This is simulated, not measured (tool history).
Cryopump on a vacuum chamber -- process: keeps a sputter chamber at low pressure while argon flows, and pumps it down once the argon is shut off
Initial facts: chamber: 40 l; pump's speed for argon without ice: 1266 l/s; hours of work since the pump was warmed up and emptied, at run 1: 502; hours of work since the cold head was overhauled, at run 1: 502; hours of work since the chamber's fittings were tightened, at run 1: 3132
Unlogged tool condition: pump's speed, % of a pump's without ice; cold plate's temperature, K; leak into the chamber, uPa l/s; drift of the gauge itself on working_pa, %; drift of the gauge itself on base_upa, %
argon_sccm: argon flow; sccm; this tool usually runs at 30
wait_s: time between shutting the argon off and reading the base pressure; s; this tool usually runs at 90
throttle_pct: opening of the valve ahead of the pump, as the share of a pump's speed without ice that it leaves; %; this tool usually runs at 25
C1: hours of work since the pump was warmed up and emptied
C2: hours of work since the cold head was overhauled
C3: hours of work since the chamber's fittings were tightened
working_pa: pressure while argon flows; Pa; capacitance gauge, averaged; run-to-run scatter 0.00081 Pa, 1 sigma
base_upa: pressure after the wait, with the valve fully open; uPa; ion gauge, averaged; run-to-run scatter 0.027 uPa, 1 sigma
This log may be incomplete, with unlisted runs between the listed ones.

run 1 hour=0.0 | argon_sccm=30 wait_s=90 throttle_pct=25 | C1=502 C2=502 C3=3132 | working_pa=0.1653 base_upa=3.37
run 2 hour=45.3 | argon_sccm=30 wait_s=90 throttle_pct=25 | C1=541 C2=541 C3=3171 | working_pa=0.1651 base_upa=3.51
run 3 hour=74.6 | argon_sccm=30 wait_s=90 throttle_pct=25 | C1=566 C2=566 C3=3196 | working_pa=0.1659 base_upa=3.54
run 4 hour=98.9 | argon_sccm=30 wait_s=90 throttle_pct=25 | C1=587 C2=587 C3=3217 | working_pa=0.1669 base_upa=3.49
run 5 hour=143.3 | argon_sccm=30 wait_s=90 throttle_pct=29 | C1=625 C2=625 C3=3255 | working_pa=0.1438 base_upa=3.50
run 6 hour=168.4 | argon_sccm=30 wait_s=90 throttle_pct=29 | C1=646 C2=646 C3=3276 | working_pa=0.1451 base_upa=3.54
run 7 hour=217.9 | argon_sccm=30 wait_s=90 throttle_pct=29 | C1=689 C2=689 C3=3318 | working_pa=0.1460 base_upa=3.70
run 8 hour=241.9 | argon_sccm=30 wait_s=23 throttle_pct=25 | C1=709 C2=709 C3=3339 | working_pa=0.1683 base_upa=6.48
run 9 hour=287.9 | argon_sccm=30 wait_s=90 throttle_pct=25 | C1=748 C2=748 C3=3378 | working_pa=0.1677 base_upa=3.83
run 10 hour=325.5 | argon_sccm=30 wait_s=90 throttle_pct=25 | C1=781 C2=781 C3=3410 | working_pa=0.1690 base_upa=3.83
run 11 hour=371.5 | argon_sccm=30 wait_s=87 throttle_pct=25 | C1=820 C2=820 C3=3450 | working_pa=0.1705 base_upa=3.86
run 12 hour=407.5 | argon_sccm=30 wait_s=87 throttle_pct=25 | C1=851 C2=851 C3=3480 | working_pa=0.1681 base_upa=3.98
run 13 hour=431.0 | argon_sccm=30 wait_s=87 throttle_pct=25 | C1=871 C2=871 C3=3501 | working_pa=0.1692 base_upa=3.97
run 14 hour=480.5 | argon_sccm=30 wait_s=87 throttle_pct=25 | C1=913 C2=913 C3=3543 | working_pa=0.1701 base_upa=4.08
run 15 hour=525.4 | argon_sccm=30 wait_s=87 throttle_pct=25 | C1=952 C2=952 C3=3581 | working_pa=0.1718 base_upa=4.19
run 16 hour=574.6 | argon_sccm=30 wait_s=90 throttle_pct=25 | C1=994 C2=994 C3=3623 | working_pa=0.1732 base_upa=4.17
run 17 hour=606.0 | argon_sccm=30 wait_s=90 throttle_pct=25 | C1=1020 C2=1020 C3=3650 | working_pa=0.1744 base_upa=4.29
-- hour=617.8 pump warmed up, emptied and cooled again
run 18 hour=638.7 | argon_sccm=30 wait_s=90 throttle_pct=25 | C1=18 C2=1044 C3=3674 | working_pa=0.1607 base_upa=3.51
run 19 hour=678.7 | argon_sccm=20 wait_s=56 throttle_pct=30 | C1=52 C2=1078 C3=3708 | working_pa=0.0907 base_upa=3.96
-- hour=719.2 leaking fittings of the chamber tightened, without venting
run 20 hour=731.8 | argon_sccm=20 wait_s=296 throttle_pct=18 | C1=96 C2=1122 C3=11 | working_pa=0.1494 base_upa=0.57
run 21 hour=776.0 | argon_sccm=23 wait_s=296 throttle_pct=56 | C1=134 C2=1160 C3=49 | working_pa=0.0560 base_upa=0.56
run 22 hour=824.0 | argon_sccm=18 wait_s=200 throttle_pct=25 | C1=175 C2=1201 C3=90 | working_pa=0.0959 base_upa=0.72
run 23 hour=849.3 | argon_sccm=48 wait_s=200 throttle_pct=25 | C1=196 C2=1222 C3=111 | working_pa=0.2607 base_upa=0.70
run 24 hour=885.7 | argon_sccm=48 wait_s=200 throttle_pct=25 | C1=227 C2=1254 C3=142 | working_pa=0.2619 base_upa=0.81
run 25 hour=914.2 | argon_sccm=30 wait_s=76 throttle_pct=25 | C1=252 C2=1278 C3=167 | working_pa=0.1634 base_upa=1.50
run 26 hour=962.6 | argon_sccm=28 wait_s=24 throttle_pct=25 | C1=293 C2=1319 C3=208 | working_pa=0.1531 base_upa=4.09
run 27 hour=995.4 | argon_sccm=41 wait_s=191 throttle_pct=25 | C1=321 C2=1347 C3=236 | working_pa=0.2226 base_upa=0.85
run 28 hour=1042.5 | argon_sccm=53 wait_s=43 throttle_pct=28 | C1=361 C2=1388 C3=276 | working_pa=0.2592 base_upa=2.43
run 29 hour=1065.8 | argon_sccm=18 wait_s=90 throttle_pct=49 | C1=381 C2=1408 C3=296 | working_pa=0.0518 base_upa=1.42
run 30 hour=1110.8 | argon_sccm=17 wait_s=45 throttle_pct=25 | C1=420 C2=1446 C3=335 | working_pa=0.0936 base_upa=2.36
run 31 hour=1153.1 | argon_sccm=14 wait_s=25 throttle_pct=46 | C1=456 C2=1482 C3=371 | working_pa=0.0435 base_upa=3.91
run 32 hour=1178.4 | argon_sccm=30 wait_s=90 throttle_pct=31 | C1=478 C2=1504 C3=393 | working_pa=0.1352 base_upa=1.52
run 33 hour=1201.9 | argon_sccm=36 wait_s=103 throttle_pct=45 | C1=498 C2=1524 C3=413 | working_pa=0.1146 base_upa=1.41
run 34 hour=1250.2 | argon_sccm=13 wait_s=119 throttle_pct=28 | C1=539 C2=1565 C3=454 | working_pa=0.0645 base_upa=1.31

Measured less the same run without the tool's hidden state. The same run-to-run variation is in both; the gauge's scatter may not be:
run=1 working_pa=+0.0053 base_upa=+2.20
run=2 working_pa=+0.0058 base_upa=+2.31
run=3 working_pa=+0.0061 base_upa=+2.33
run=4 working_pa=+0.0064 base_upa=+2.35
run=5 working_pa=+0.0067 base_upa=+2.36
run=6 working_pa=+0.0071 base_upa=+2.38
run=7 working_pa=+0.0076 base_upa=+2.52
run=8 working_pa=+0.0078 base_upa=+2.53
run=9 working_pa=+0.0083 base_upa=+2.62
run=10 working_pa=+0.0088 base_upa=+2.62
run=11 working_pa=+0.0093 base_upa=+2.68
run=12 working_pa=+0.0098 base_upa=+2.76
run=13 working_pa=+0.0100 base_upa=+2.77
run=14 working_pa=+0.0106 base_upa=+2.83
run=15 working_pa=+0.0112 base_upa=+2.95
run=16 working_pa=+0.0118 base_upa=+3.00
run=17 working_pa=+0.0123 base_upa=+3.09
run=18 working_pa=+0.0008 base_upa=+2.32
run=19 working_pa=+0.0007 base_upa=+2.29
run=20 working_pa=+0.0010 base_upa=+0.02
run=21 working_pa=+0.0014 base_upa=+0.05
run=22 working_pa=+0.0013 base_upa=+0.07
run=23 working_pa=+0.0039 base_upa=+0.09
run=24 working_pa=+0.0046 base_upa=+0.12
run=25 working_pa=+0.0031 base_upa=+0.13
run=26 working_pa=+0.0033 base_upa=+0.17
run=27 working_pa=+0.0052 base_upa=+0.18
run=28 working_pa=+0.0075 base_upa=+0.22
run=29 working_pa=+0.0027 base_upa=+0.24
run=30 working_pa=+0.0028 base_upa=+0.26
run=31 working_pa=+0.0026 base_upa=+0.30
run=32 working_pa=+0.0057 base_upa=+0.32
run=33 working_pa=+0.0070 base_upa=+0.34
run=34 working_pa=+0.0028 base_upa=+0.36

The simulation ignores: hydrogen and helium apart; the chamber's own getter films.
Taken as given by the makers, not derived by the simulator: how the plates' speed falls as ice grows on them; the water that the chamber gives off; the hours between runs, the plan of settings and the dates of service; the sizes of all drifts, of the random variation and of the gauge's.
